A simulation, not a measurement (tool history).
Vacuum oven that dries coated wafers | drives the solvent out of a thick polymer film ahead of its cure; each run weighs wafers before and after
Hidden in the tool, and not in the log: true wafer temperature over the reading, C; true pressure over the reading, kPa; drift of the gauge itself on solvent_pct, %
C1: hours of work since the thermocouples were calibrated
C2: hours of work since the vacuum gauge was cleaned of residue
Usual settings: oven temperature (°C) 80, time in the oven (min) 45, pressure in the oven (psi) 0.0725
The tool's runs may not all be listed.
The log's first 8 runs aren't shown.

run 9 hour=204.2 | oven_temperature_(°C)=80 time_in_the_oven_(min)=45 pressure_in_the_oven_(psi)=0.0859 | C1=103 C2=1065 | solvent_left_in_the_film_(%)=1.30
run 10 hour=224.2 | oven_temperature_(°C)=80 time_in_the_oven_(min)=45 pressure_in_the_oven_(psi)=0.0725 | C1=119 C2=1081 | solvent_left_in_the_film_(%)=1.28
run 11 hour=257.9 | oven_temperature_(°C)=80 time_in_the_oven_(min)=45 pressure_in_the_oven_(psi)=0.0725 | C1=146 C2=1108 | solvent_left_in_the_film_(%)=1.30
run 12 hour=279.1 | oven_temperature_(°C)=80 time_in_the_oven_(min)=45 pressure_in_the_oven_(psi)=0.0725 | C1=163 C2=1125 | solvent_left_in_the_film_(%)=1.15
run 13 hour=305.5 | oven_temperature_(°C)=80 time_in_the_oven_(min)=45 pressure_in_the_oven_(psi)=0.0725 | C1=184 C2=1146 | solvent_left_in_the_film_(%)=1.30
run 14 hour=339.4 | oven_temperature_(°C)=80 time_in_the_oven_(min)=45 pressure_in_the_oven_(psi)=0.0725 | C1=211 C2=1173 | solvent_left_in_the_film_(%)=1.33
-- hour=343.5 vacuum gauge cleaned of residue and calibrated
run 15 hour=369.6 | oven_temperature_(°C)=80 time_in_the_oven_(min)=45 pressure_in_the_oven_(psi)=0.0725 | C1=234 C2=21 | solvent_left_in_the_film_(%)=1.48
run 16 hour=398.1 | oven_temperature_(°C)=80 time_in_the_oven_(min)=45 pressure_in_the_oven_(psi)=0.1578 | C1=257 C2=44 | solvent_left_in_the_film_(%)=1.80
-- hour=418.4 vacuum gauge cleaned of residue and calibrated, once more
run 17 hour=419.8 | oven_temperature_(°C)=80 time_in_the_oven_(min)=69 pressure_in_the_oven_(psi)=0.1578 | C1=273 C2=1 | solvent_left_in_the_film_(%)=0.91
run 18 hour=437.7 | oven_temperature_(°C)=80 time_in_the_oven_(min)=69 pressure_in_the_oven_(psi)=0.1578 | C1=287 C2=15 | solvent_left_in_the_film_(%)=0.84
run 19 hour=464.3 | oven_temperature_(°C)=90 time_in_the_oven_(min)=47 pressure_in_the_oven_(psi)=0.0846 | C1=309 C2=37 | solvent_left_in_the_film_(%)=0.34
run 20 hour=482.2 | oven_temperature_(°C)=90 time_in_the_oven_(min)=47 pressure_in_the_oven_(psi)=0.0846 | C1=323 C2=51 | solvent_left_in_the_film_(%)=0.32
run 21 hour=497.9 | oven_temperature_(°C)=89 time_in_the_oven_(min)=66 pressure_in_the_oven_(psi)=0.0693 | C1=336 C2=64 | solvent_left_in_the_film_(%)=0.26
run 22 hour=514.9 | oven_temperature_(°C)=75 time_in_the_oven_(min)=44 pressure_in_the_oven_(psi)=0.0693 | C1=349 C2=77 | solvent_left_in_the_film_(%)=2.23
run 23 hour=532.8 | oven_temperature_(°C)=75 time_in_the_oven_(min)=44 pressure_in_the_oven_(psi)=0.0693 | C1=363 C2=92 | solvent_left_in_the_film_(%)=2.38
run 24 hour=559.3 | oven_temperature_(°C)=67 time_in_the_oven_(min)=73 pressure_in_the_oven_(psi)=0.0505 | C1=385 C2=113 | solvent_left_in_the_film_(%)=2.99
run 25 hour=583.6 | oven_temperature_(°C)=67 time_in_the_oven_(min)=73 pressure_in_the_oven_(psi)=0.0505 | C1=404 C2=132 | solvent_left_in_the_film_(%)=2.95
run 26 hour=611.6 | oven_temperature_(°C)=78 time_in_the_oven_(min)=25 pressure_in_the_oven_(psi)=0.0505 | C1=426 C2=155 | solvent_left_in_the_film_(%)=3.60
run 27 hour=630.0 | oven_temperature_(°C)=74 time_in_the_oven_(min)=75 pressure_in_the_oven_(psi)=0.0403 | C1=441 C2=169 | solvent_left_in_the_film_(%)=0.96
run 28 hour=668.3 | oven_temperature_(°C)=74 time_in_the_oven_(min)=75 pressure_in_the_oven_(psi)=0.0403 | C1=472 C2=200 | solvent_left_in_the_film_(%)=1.00
run 29 hour=695.8 | oven_temperature_(°C)=91 time_in_the_oven_(min)=51 pressure_in_the_oven_(psi)=0.1202 | C1=494 C2=222 | solvent_left_in_the_film_(%)=0.48
run 30 hour=724.8 | oven_temperature_(°C)=67 time_in_the_oven_(min)=22 pressure_in_the_oven_(psi)=0.2582 | C1=517 C2=245 | solvent_left_in_the_film_(%)=9.37
run 31 hour=748.7 | oven_temperature_(°C)=78 time_in_the_oven_(min)=45 pressure_in_the_oven_(psi)=0.1009 | C1=536 C2=264 | solvent_left_in_the_film_(%)=1.70
run 32 hour=770.8 | oven_temperature_(°C)=78 time_in_the_oven_(min)=30 pressure_in_the_oven_(psi)=0.0780 | C1=554 C2=282 | solvent_left_in_the_film_(%)=3.04

4 ways to go on from here, each from the tool as it stands after run 32. What would each give?
run A hour=793.6 | oven_temperature_(°C)=75 time_in_the_oven_(min)=33 pressure_in_the_oven_(psi)=0.0780 | C1=572 C2=300 | solvent_left_in_the_film_(%)=?
run B hour=793.6 | oven_temperature_(°C)=72 time_in_the_oven_(min)=43 pressure_in_the_oven_(psi)=0.1268 | C1=572 C2=300 | solvent_left_in_the_film_(%)=?
run C hour=793.6 | oven_temperature_(°C)=75 time_in_the_oven_(min)=53 pressure_in_the_oven_(psi)=0.1403 | C1=572 C2=300 | solvent_left_in_the_film_(%)=?
run D hour=793.6 | oven_temperature_(°C)=65 time_in_the_oven_(min)=37 pressure_in_the_oven_(psi)=0.1317 | C1=572 C2=300 | solvent_left_in_the_film_(%)=?

run=A solvent_left_in_the_film_(%)=3.70
run=B solvent_left_in_the_film_(%)=3.96
run=C solvent_left_in_the_film_(%)=2.21
run=D solvent_left_in_the_film_(%)=7.49
Without the tool's hidden state the same runs would have given:
run=A solvent_left_in_the_film_(%)=3.30
run=B solvent_left_in_the_film_(%)=3.55
run=C solvent_left_in_the_film_(%)=1.91
run=D solvent_left_in_the_film_(%)=7.05
